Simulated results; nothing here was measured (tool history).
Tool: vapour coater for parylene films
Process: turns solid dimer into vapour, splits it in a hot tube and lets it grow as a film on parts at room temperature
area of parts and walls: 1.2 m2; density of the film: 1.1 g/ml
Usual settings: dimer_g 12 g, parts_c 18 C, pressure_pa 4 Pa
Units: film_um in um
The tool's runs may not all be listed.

Run 1, hour 0: usual settings. Result: film_um 4.8 um.
Run 2, hour 39.8: usual settings but pressure_pa 5.9 Pa. Result: film_um 4.21 um.
Run 3, hour 61: usual settings but pressure_pa 5.9 Pa. Result: film_um 4.24 um.
Run 4, hour 98.2: usual settings but pressure_pa 5.9 Pa. Result: film_um 4.17 um.
Run 5, hour 126.1: usual settings. Result: film_um 4.42 um.
Run 6, hour 145: usual settings but pressure_pa 6.87 Pa. Result: film_um 3.93 um.
Run 7, hour 170.3: usual settings but pressure_pa 6.87 Pa. Result: film_um 3.83 um.
Run 8, hour 195.4: usual settings but pressure_pa 6.87 Pa. Result: film_um 3.79 um.
Run 9, hour 213.9: usual settings but dimer_g 18 g, pressure_pa 6.87 Pa. Result: film_um 5.68 um.
Run 10, hour 248.4: usual settings but dimer_g 18 g, pressure_pa 6.87 Pa. Result: film_um 5.66 um.
Run 11, hour 273.5: usual settings but dimer_g 18 g, pressure_pa 6.87 Pa. Result: film_um 5.47 um.
Run 12, hour 298.3: usual settings. Result: film_um 4.1 um.
At hour 308.2: trap's valve overhauled.
Run 13, hour 342.8: usual settings. Result: film_um 4.59 um.
Run 14, hour 372.1: usual settings. Result: film_um 4.5 um.
Run 15, hour 399.5: usual settings. Result: film_um 4.5 um.
Run 16, hour 419: usual settings. Result: film_um 4.56 um.
Run 17, hour 442.2: usual settings. Result: film_um 4.48 um.
Run 18, hour 469.6: usual settings. Result: film_um 4.41 um.
Run 19, hour 500.4: usual settings but pressure_pa 11.26 Pa. Result: film_um 3.37 um.
Run 20, hour 540.8: usual settings but pressure_pa 2.57 Pa. Result: film_um 4.69 um.
Run 21, hour 559.3: usual settings but parts_c 26 C, pressure_pa 2.57 Pa. Result: film_um 3.83 um.
Run 22, hour 582.9: usual settings but parts_c 10 C, pressure_pa 2.24 Pa. Result: film_um 5.65 um.
Run 23, hour 606.1: usual settings but dimer_g 10 g, parts_c 15 C. Result: film_um 3.63 um.
At hour 616.7: trap's valve overhauled.
Run 24, hour 630.1: usual settings but dimer_g 10 g, parts_c 15 C. Result: film_um 4.1 um.
Run 25, hour 659.8: usual settings but dimer_g 16 g, parts_c 15 C, pressure_pa 2.72 Pa. Result: film_um 7.13 um.
Run 26, hour 690.8: usual settings but dimer_g 14 g, parts_c 11 C, pressure_pa 2.08 Pa. Result: film_um 7.04 um.
Run 27, hour 717.6: usual settings but dimer_g 13 g, parts_c 25 C, pressure_pa 8.97 Pa. Result: film_um 3.46 um.
Run 28, hour 744.7: usual settings but dimer_g 6 g, parts_c 12 C, pressure_pa 6.03 Pa. Result: film_um 2.29 um.
Run 29, hour 765.2: usual settings but dimer_g 6 g, parts_c 24 C, pressure_pa 4.62 Pa. Result: film_um 1.79 um.
Run 30, hour 802: usual settings but dimer_g 6 g, parts_c 24 C, pressure_pa 4.62 Pa. Result: film_um 1.77 um.
Run 31, hour 841.2: usual settings but dimer_g 16 g, parts_c 13 C. Result: film_um 6.12 um.
Run 32, hour 883.1: usual settings but dimer_g 21 g, parts_c 21 C, pressure_pa 8.67 Pa. Result: film_um 5.63 um.
Run 33, hour 913.7: usual settings but dimer_g 17 g, parts_c 29 C, pressure_pa 3.01 Pa. Result: film_um 4.66 um.
At hour 926.1: trap's valve overhauled.
Run 34, hour 958.9: usual settings but parts_c 16 C, pressure_pa 9.43 Pa. Result: film_um 3.88 um.
Run 35, hour 981.8: usual settings but parts_c 16 C, pressure_pa 9.43 Pa. Result: film_um 3.89 um.
At hour 998.8: table's thermometer calibrated.
Run 36, hour 1000.8: usual settings but dimer_g 7 g, parts_c 17 C, pressure_pa 7.36 Pa. Result: film_um 2.4 um.
Run 37, hour 1037: usual settings but dimer_g 7 g, parts_c 17 C, pressure_pa 7.36 Pa. Result: film_um 2.31 um.
Run 38, hour 1072.4: usual settings but dimer_g 7 g, parts_c 10 C. Result: film_um 3.11 um.
Run 39, hour 1101.5: usual settings but dimer_g 7 g, parts_c 10 C. Result: film_um 3.04 um.
Run 40, hour 1142.3: usual settings but dimer_g 7 g, parts_c 13 C, pressure_pa 4.5 Pa. Result: film_um 2.74 um.
Run 41, hour 1173.7: usual settings but dimer_g 17 g, parts_c 23 C, pressure_pa 6.16 Pa. Result: film_um 4.94 um.

5 ways to go on from here, each from the tool as it stands after run 41. What would each give?
Run A, hour 1208.1: usual settings but dimer_g 17 g, parts_c 29 C, pressure_pa 4.52 Pa. Result: film_um ?.
Run B, hour 1208.1: usual settings but dimer_g 5 g, parts_c 25 C, pressure_pa 3.6 Pa. Result: film_um ?.
Run C, hour 1208.1: usual settings but dimer_g 11 g, parts_c 12 C. Result: film_um ?.
Run D, hour 1208.1: usual settings but dimer_g 18 g, parts_c 16 C. Result: film_um ?.
Run E, hour 1208.1: usual settings but dimer_g 7 g, parts_c 28 C. Result: film_um ?.

run  film_um
  A     4.42
  B     1.49
  C     4.29
  D     6.63
  E     1.93
Without the tool's hidden state the same runs would have given:
run  film_um
  A     5.06
  B      1.7
  C     4.91
  D      7.6
  E     2.22
